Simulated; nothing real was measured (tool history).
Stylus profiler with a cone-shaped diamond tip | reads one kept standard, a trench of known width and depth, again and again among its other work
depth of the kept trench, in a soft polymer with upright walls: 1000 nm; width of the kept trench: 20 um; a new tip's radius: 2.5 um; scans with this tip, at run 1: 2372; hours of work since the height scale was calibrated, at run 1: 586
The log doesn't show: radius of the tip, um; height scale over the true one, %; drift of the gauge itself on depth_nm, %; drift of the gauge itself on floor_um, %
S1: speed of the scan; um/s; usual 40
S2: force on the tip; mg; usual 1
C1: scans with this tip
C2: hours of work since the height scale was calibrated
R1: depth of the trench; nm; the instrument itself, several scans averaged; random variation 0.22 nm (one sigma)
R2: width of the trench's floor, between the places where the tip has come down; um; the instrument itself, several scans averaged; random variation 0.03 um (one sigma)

run,hour,S1,S2,C1,C2,R1,R2
1,0,40,1,2372,586,1004.35,15.76
2,72.9,40,1,2518,622,1004.44,15.75
3,120.9,40,2.46,2613,646,1007.83,15.85
4,170.7,40,1,2713,670,1004.1,15.72
5,238.5,40,1,2849,704,1004.3,15.74
6,272.2,40,1,2916,721,1004.36,15.73
7,318.7,40,1,3009,744,1004.62,15.73
8,382.4,40,1,3136,775,1004.43,15.74
9,418.9,40,1,3209,793,1004.64,15.76
10,458.2,40,1,3287,812,1004.43,15.72
11,507.2,40,1,3385,837,1004.28,15.8
12,558,40,1,3487,862,1004.1,15.74
13,608.2,40,1,3587,886,1004.58,15.79
14,653.5,11,1.6,3678,909,1005.7,15.91
15,710.9,11,1.6,3792,937,1006.13,15.92
16,784.4,41,0.69,3939,973,1003.07,15.7
17,847.8,41,2.75,4066,1005,1008.27,15.87
18,880.3,156,2.75,4131,1021,1008.54,15.38
19,917.7,60,0.49,4206,1039,1002.42,15.44
20,983.3,60,0.49,4337,1072,1002.47,15.48
21,1049.3,60,0.49,4469,1104,1003.07,15.46
22,1085.1,60,0.49,4540,1122,1002.84,15.48
23,1159,16,2.85,4688,1158,1008.94,15.87
24,1220.2,16,2.85,4810,1189,1008.78,15.95
25,1283.5,16,2.85,4937,1220,1009.04,15.99

Forecast each of these 5 alternatives for the next run:
A,1317,59,1.97,5003,1236,?,?
B,1317,40,1.71,5003,1236,?,?
C,1317,12,0.65,5003,1236,?,?
D,1317,120,1.24,5003,1236,?,?
E,1317,28,2.09,5003,1236,?,?

run,R1,R2
A,1007.12,15.77
B,1006.5,15.82
C,1002.83,15.93
D,1005.08,15.3
E,1007.31,15.86
Without the tool's hidden state the same runs would have given:
run,R1,R2
A,1007.11,15.77
B,1006.49,15.82
C,1002.81,15.93
D,1005.06,15.31
E,1007.3,15.86
